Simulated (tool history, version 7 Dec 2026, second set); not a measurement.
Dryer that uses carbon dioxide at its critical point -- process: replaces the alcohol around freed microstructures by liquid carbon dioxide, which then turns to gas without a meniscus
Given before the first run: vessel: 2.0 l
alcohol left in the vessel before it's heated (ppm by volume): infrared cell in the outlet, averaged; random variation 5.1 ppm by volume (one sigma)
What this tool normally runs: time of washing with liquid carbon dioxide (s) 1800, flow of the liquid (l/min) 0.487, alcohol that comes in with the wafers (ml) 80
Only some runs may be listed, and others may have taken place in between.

run,hour,time of washing with liquid carbon dioxide (s),flow of the liquid (l/min),alcohol that comes in with the wafers (ml),alcohol left in the vessel before it's heated (ppm by volume)
1,0.0,1800,0.487,80,79
2,27.0,2340,0.487,80,28
3,55.8,2640,0.487,80,21
4,69.8,2640,0.487,80,16
5,82.1,2640,0.487,80,24
6,100.1,1800,0.487,80,91
7,121.3,1800,0.487,80,87
8,143.9,1800,0.471,80,108
9,165.7,1800,0.338,80,526
10,192.8,1800,0.301,80,874
11,213.6,1800,0.301,80,864
12,235.4,1620,0.301,80,1288
13,247.9,1620,0.301,80,1258
14,260.5,1800,0.487,80,105
15,274.5,1800,0.487,80,114
16,295.1,1140,0.487,80,781
17,323.7,1140,0.487,80,791
18,341.1,1140,0.487,80,812
19,361.6,1140,0.487,80,821
20,382.1,1800,0.487,30,88
21,408.2,2220,0.487,80,68
22,435.2,1800,0.487,104,161
23,458.8,1140,0.791,80,120
24,481.2,1380,0.605,80,171
25,511.6,1500,0.482,25,140
26,541.1,2040,0.428,25,87
27,562.6,1800,0.736,40,67
28,579.0,1800,0.736,40,76
29,591.7,1800,0.376,80,483
30,608.1,2040,0.346,53,306
31,626.9,1800,0.497,88,176
32,655.8,1800,0.336,20,240
33,679.5,2220,0.690,28,72
34,704.5,2220,0.690,28,77
35,732.3,2100,0.328,111,675
36,744.9,2100,0.328,111,705
37,757.7,2100,0.328,111,705
38,775.1,2100,0.328,111,714
39,791.3,2100,0.487,80,123
40,814.6,2760,0.566,80,81

Branching from run 40: 4 alternative next runs. What would each branch give?
A,828.4,2760,0.672,22,?
B,828.4,1680,0.305,26,?
C,828.4,1800,0.510,80,?
D,828.4,2760,0.629,112,?

run,alcohol left in the vessel before it's heated (ppm by volume)
A,82
B,568
C,188
D,86
With the hidden condition removed and each run's random variation left untouched, the same runs would have given:
run,alcohol left in the vessel before it's heated (ppm by volume)
A,4
B,267
C,40
D,8
